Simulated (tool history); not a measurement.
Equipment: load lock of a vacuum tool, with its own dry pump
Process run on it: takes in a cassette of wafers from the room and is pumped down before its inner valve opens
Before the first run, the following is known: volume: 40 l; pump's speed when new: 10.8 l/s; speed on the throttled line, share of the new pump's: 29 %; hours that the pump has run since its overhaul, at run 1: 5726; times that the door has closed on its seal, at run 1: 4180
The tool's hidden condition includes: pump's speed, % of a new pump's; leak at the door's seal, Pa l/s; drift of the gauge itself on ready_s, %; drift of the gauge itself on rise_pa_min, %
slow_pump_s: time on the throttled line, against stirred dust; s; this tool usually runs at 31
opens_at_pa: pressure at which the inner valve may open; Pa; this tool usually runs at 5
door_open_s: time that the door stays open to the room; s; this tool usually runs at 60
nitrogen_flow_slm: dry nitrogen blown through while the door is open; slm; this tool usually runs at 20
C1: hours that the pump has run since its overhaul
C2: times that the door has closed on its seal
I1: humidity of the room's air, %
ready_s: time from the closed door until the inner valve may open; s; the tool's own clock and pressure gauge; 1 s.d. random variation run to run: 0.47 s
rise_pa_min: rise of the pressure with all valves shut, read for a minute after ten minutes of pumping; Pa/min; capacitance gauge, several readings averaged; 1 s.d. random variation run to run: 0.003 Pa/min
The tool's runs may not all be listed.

run 1 hour=0.0 | slow_pump_s=31 opens_at_pa=5 door_open_s=60 nitrogen_flow_slm=20 | C1=5726 C2=4180 | I1=45.1 | ready_s=64.1 rise_pa_min=0.045
run 2 hour=84.4 | slow_pump_s=49 opens_at_pa=5 door_open_s=60 nitrogen_flow_slm=20 | C1=5810 C2=4503 | I1=45.1 | ready_s=77.3 rise_pa_min=0.043
run 3 hour=144.1 | slow_pump_s=49 opens_at_pa=5 door_open_s=60 nitrogen_flow_slm=20 | C1=5870 C2=4731 | I1=45.7 | ready_s=76.6 rise_pa_min=0.045
run 4 hour=185.4 | slow_pump_s=59 opens_at_pa=5 door_open_s=60 nitrogen_flow_slm=20 | C1=5911 C2=4888 | I1=45.3 | ready_s=81.6 rise_pa_min=0.043
run 5 hour=276.4 | slow_pump_s=59 opens_at_pa=5 door_open_s=60 nitrogen_flow_slm=20 | C1=6002 C2=5236 | I1=45.0 | ready_s=82.6 rise_pa_min=0.039
run 6 hour=325.2 | slow_pump_s=59 opens_at_pa=5 door_open_s=60 nitrogen_flow_slm=20 | C1=6051 C2=5422 | I1=46.1 | ready_s=82.6 rise_pa_min=0.043
run 7 hour=391.0 | slow_pump_s=31 opens_at_pa=5 door_open_s=60 nitrogen_flow_slm=20 | C1=6117 C2=5673 | I1=41.9 | ready_s=64.7 rise_pa_min=0.046
run 8 hour=432.9 | slow_pump_s=31 opens_at_pa=5 door_open_s=60 nitrogen_flow_slm=20 | C1=6158 C2=5834 | I1=44.8 | ready_s=64.1 rise_pa_min=0.044
run 9 hour=482.3 | slow_pump_s=31 opens_at_pa=5 door_open_s=60 nitrogen_flow_slm=20 | C1=6208 C2=6022 | I1=43.5 | ready_s=64.2 rise_pa_min=0.041
run 10 hour=563.0 | slow_pump_s=31 opens_at_pa=5 door_open_s=60 nitrogen_flow_slm=20 | C1=6289 C2=6330 | I1=45.3 | ready_s=65.1 rise_pa_min=0.048
run 11 hour=627.2 | slow_pump_s=31 opens_at_pa=5 door_open_s=60 nitrogen_flow_slm=5 | C1=6353 C2=6576 | I1=42.9 | ready_s=65.7 rise_pa_min=0.059
run 12 hour=677.5 | slow_pump_s=31 opens_at_pa=5 door_open_s=60 nitrogen_flow_slm=5 | C1=6403 C2=6767 | I1=46.1 | ready_s=64.4 rise_pa_min=0.060
run 13 hour=745.8 | slow_pump_s=31 opens_at_pa=4 door_open_s=60 nitrogen_flow_slm=20 | C1=6471 C2=7028 | I1=44.2 | ready_s=65.3 rise_pa_min=0.046
run 14 hour=798.5 | slow_pump_s=31 opens_at_pa=4 door_open_s=60 nitrogen_flow_slm=20 | C1=6524 C2=7230 | I1=43.5 | ready_s=66.7 rise_pa_min=0.045
run 15 hour=853.2 | slow_pump_s=31 opens_at_pa=4 door_open_s=60 nitrogen_flow_slm=20 | C1=6579 C2=7439 | I1=44.2 | ready_s=66.2 rise_pa_min=0.045
run 16 hour=928.6 | slow_pump_s=31 opens_at_pa=5 door_open_s=60 nitrogen_flow_slm=20 | C1=6654 C2=7727 | I1=47.9 | ready_s=65.8 rise_pa_min=0.047
run 17 hour=997.1 | slow_pump_s=31 opens_at_pa=5 door_open_s=60 nitrogen_flow_slm=20 | C1=6723 C2=7988 | I1=45.5 | ready_s=66.2 rise_pa_min=0.049
run 18 hour=1068.8 | slow_pump_s=31 opens_at_pa=5 door_open_s=157 nitrogen_flow_slm=20 | C1=6794 C2=8262 | I1=46.9 | ready_s=65.6 rise_pa_min=0.076
run 19 hour=1159.2 | slow_pump_s=31 opens_at_pa=5 door_open_s=157 nitrogen_flow_slm=20 | C1=6885 C2=8607 | I1=42.9 | ready_s=65.4 rise_pa_min=0.070
run 20 hour=1246.3 | slow_pump_s=20 opens_at_pa=5 door_open_s=157 nitrogen_flow_slm=8 | C1=6972 C2=8940 | I1=48.1 | ready_s=58.9 rise_pa_min=0.102
run 21 hour=1288.4 | slow_pump_s=20 opens_at_pa=7 door_open_s=28 nitrogen_flow_slm=44 | C1=7014 C2=9101 | I1=46.7 | ready_s=56.8 rise_pa_min=0.029
run 22 hour=1329.8 | slow_pump_s=48 opens_at_pa=5 door_open_s=173 nitrogen_flow_slm=14 | C1=7055 C2=9258 | I1=43.7 | ready_s=76.5 rise_pa_min=0.083
run 23 hour=1376.8 | slow_pump_s=48 opens_at_pa=5 door_open_s=173 nitrogen_flow_slm=14 | C1=7102 C2=9438 | I1=46.2 | ready_s=77.5 rise_pa_min=0.083
run 24 hour=1430.2 | slow_pump_s=28 opens_at_pa=7 door_open_s=29 nitrogen_flow_slm=10 | C1=7156 C2=9642 | I1=45.1 | ready_s=62.4 rise_pa_min=0.048
run 25 hour=1493.2 | slow_pump_s=23 opens_at_pa=8 door_open_s=34 nitrogen_flow_slm=31 | C1=7219 C2=9883 | I1=45.7 | ready_s=59.6 rise_pa_min=0.032
run 26 hour=1573.6 | slow_pump_s=19 opens_at_pa=8 door_open_s=69 nitrogen_flow_slm=40 | C1=7299 C2=10190 | I1=43.4 | ready_s=56.3 rise_pa_min=0.042
run 27 hour=1656.7 | slow_pump_s=57 opens_at_pa=6 door_open_s=29 nitrogen_flow_slm=18 | C1=7382 C2=10507 | I1=46.4 | ready_s=82.4 rise_pa_min=0.037
run 28 hour=1721.5 | slow_pump_s=44 opens_at_pa=5 door_open_s=225 nitrogen_flow_slm=37 | C1=7447 C2=10754 | I1=39.2 | ready_s=75.6 rise_pa_min=0.066
run 29 hour=1778.2 | slow_pump_s=44 opens_at_pa=5 door_open_s=225 nitrogen_flow_slm=37 | C1=7504 C2=10971 | I1=47.2 | ready_s=74.9 rise_pa_min=0.082
run 30 hour=1828.0 | slow_pump_s=44 opens_at_pa=5 door_open_s=225 nitrogen_flow_slm=37 | C1=7554 C2=11161 | I1=41.5 | ready_s=74.9 rise_pa_min=0.073
run 31 hour=1911.0 | slow_pump_s=60 opens_at_pa=5 door_open_s=60 nitrogen_flow_slm=4 | C1=7637 C2=11478 | I1=43.7 | ready_s=85.1 rise_pa_min=0.069
run 32 hour=1993.5 | slow_pump_s=18 opens_at_pa=5 door_open_s=29 nitrogen_flow_slm=4 | C1=7719 C2=11793 | I1=45.9 | ready_s=58.9 rise_pa_min=0.045
run 33 hour=2038.1 | slow_pump_s=34 opens_at_pa=5 door_open_s=214 nitrogen_flow_slm=4 | C1=7764 C2=11963 | I1=43.0 | ready_s=68.5 rise_pa_min=0.118
run 34 hour=2099.0 | slow_pump_s=33 opens_at_pa=10 door_open_s=143 nitrogen_flow_slm=22 | C1=7825 C2=12196 | I1=44.8 | ready_s=65.0 rise_pa_min=0.076
run 35 hour=2192.2 | slow_pump_s=33 opens_at_pa=10 door_open_s=143 nitrogen_flow_slm=22 | C1=7918 C2=12552 | I1=45.3 | ready_s=64.9 rise_pa_min=0.069
run 36 hour=2231.2 | slow_pump_s=49 opens_at_pa=10 door_open_s=69 nitrogen_flow_slm=27 | C1=7957 C2=12701 | I1=44.1 | ready_s=74.5 rise_pa_min=0.051
run 37 hour=2277.9 | slow_pump_s=31 opens_at_pa=8 door_open_s=163 nitrogen_flow_slm=20 | C1=8003 C2=12879 | I1=43.2 | ready_s=63.8 rise_pa_min=0.081

Forecast each of these 3 alternatives for the next run:
run A hour=2359.9 | slow_pump_s=31 opens_at_pa=8 door_open_s=82 nitrogen_flow_slm=20 | C1=8085 C2=13192 | I1=46.8 | ready_s=? rise_pa_min=?
run B hour=2359.9 | slow_pump_s=33 opens_at_pa=4 door_open_s=163 nitrogen_flow_slm=27 | C1=8085 C2=13192 | I1=43.5 | ready_s=? rise_pa_min=?
run C hour=2359.9 | slow_pump_s=16 opens_at_pa=10 door_open_s=163 nitrogen_flow_slm=7 | C1=8085 C2=13192 | I1=44.8 | ready_s=? rise_pa_min=?

run=A ready_s=64.4 rise_pa_min=0.068
run=B ready_s=69.0 rise_pa_min=0.068
run=C ready_s=54.6 rise_pa_min=0.102
Had the tool no hidden state, the same runs would have come out as:
run=A ready_s=57.2 rise_pa_min=0.053
run=B ready_s=61.0 rise_pa_min=0.053
run=C ready_s=46.4 rise_pa_min=0.087
